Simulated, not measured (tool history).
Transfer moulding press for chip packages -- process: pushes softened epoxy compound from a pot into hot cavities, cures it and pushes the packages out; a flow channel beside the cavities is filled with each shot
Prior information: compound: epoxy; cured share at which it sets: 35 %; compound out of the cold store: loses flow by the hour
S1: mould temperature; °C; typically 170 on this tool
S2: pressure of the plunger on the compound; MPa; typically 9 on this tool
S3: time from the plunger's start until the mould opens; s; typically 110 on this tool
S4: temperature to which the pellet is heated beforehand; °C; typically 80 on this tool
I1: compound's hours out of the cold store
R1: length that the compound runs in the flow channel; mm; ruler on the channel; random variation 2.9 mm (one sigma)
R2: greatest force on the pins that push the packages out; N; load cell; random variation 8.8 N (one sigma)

run,hour,S1,S2,S3,S4,I1,R1,R2
1,0,170,9,110,80,27.5,601,559
# hour 22.5: cavities cleaned with cleaning compound and waxed
2,22.5,170,9,110,80,31,590,357
3,45.6,170,9,110,80,47,542,452
# hour 84.9: cavities cleaned with cleaning compound and waxed
4,89.6,170,9,110,83,14.8,631,417
5,126.8,170,9,110,83,35.6,569,521
# hour 148.7: cavities cleaned with cleaning compound and waxed
6,151.5,170,9,110,83,23,601,413
7,179.6,170,9,110,80,11.2,627,540
# hour 196.8: plunger's sealing rings changed
# hour 214.3: cavities cleaned with cleaning compound and waxed
8,219.2,170,9,110,80,9.6,675,429
9,250.2,170,9,110,80,14.7,659,540
# hour 276.2: cavities cleaned with cleaning compound and waxed
10,276.2,170,9,110,80,47,559,374
11,320.2,170,8.24,110,80,29.7,585,532
# hour 339.8: cavities cleaned with cleaning compound and waxed
12,361.4,170,8.24,110,80,15.4,616,493
# hour 402: cavities cleaned with cleaning compound and waxed
13,402,170,8.24,110,80,30.8,578,387
14,444,172,9,110,80,8.8,653,504
# hour 465.6: cavities cleaned with cleaning compound and waxed
15,478.7,172,9.41,110,84,14.5,647,428
16,518.5,173,6.82,110,80,20.9,529,475
# hour 529.1: cavities cleaned with cleaning compound and waxed
17,548.8,172,6.82,104,81,38.1,491,467
18,587.2,172,6.82,104,81,23.8,518,564
# hour 592.3: cavities cleaned with cleaning compound and waxed
# hour 598.4: mould's thermocouples calibrated
19,621,167,9,110,71,13.1,644,644
# hour 657.5: cavities cleaned with cleaning compound and waxed
20,661.1,167,7.01,110,84,20.5,547,506
# hour 694: plunger's sealing rings changed
21,697.3,170,8.39,101,80,27.7,603,606
# hour 722.7: cavities cleaned with cleaning compound and waxed
22,727.3,170,10.15,110,80,43.1,612,387
23,753.7,173,9,110,80,29,605,449
24,772.6,176,7.15,96,83,40.5,499,453
# hour 786.7: cavities cleaned with cleaning compound and waxed
25,794.9,175,8.35,96,83,15.3,609,424
26,823.8,175,8.35,128,83,9.6,618,403
27,843.6,175,8.35,128,83,44.6,529,420

Branching from run 27: 3 alternative next runs. What would each branch give?
# hour 848.8: cavities cleaned with cleaning compound and waxed
A,889.1,167,8.52,122,80,17.1,?,?
# hour 848.8: cavities cleaned with cleaning compound and waxed
B,889.1,176,8.35,128,84,27.1,?,?
# hour 848.8: cavities cleaned with cleaning compound and waxed
C,889.1,163,9,90,80,40.3,?,?

run,R1,R2
A,630,559
B,571,404
C,599,1292
Stripped of hidden state, with their random variation kept, the same runs would have yielded:
run,R1,R2
A,645,387
B,585,287
C,614,896
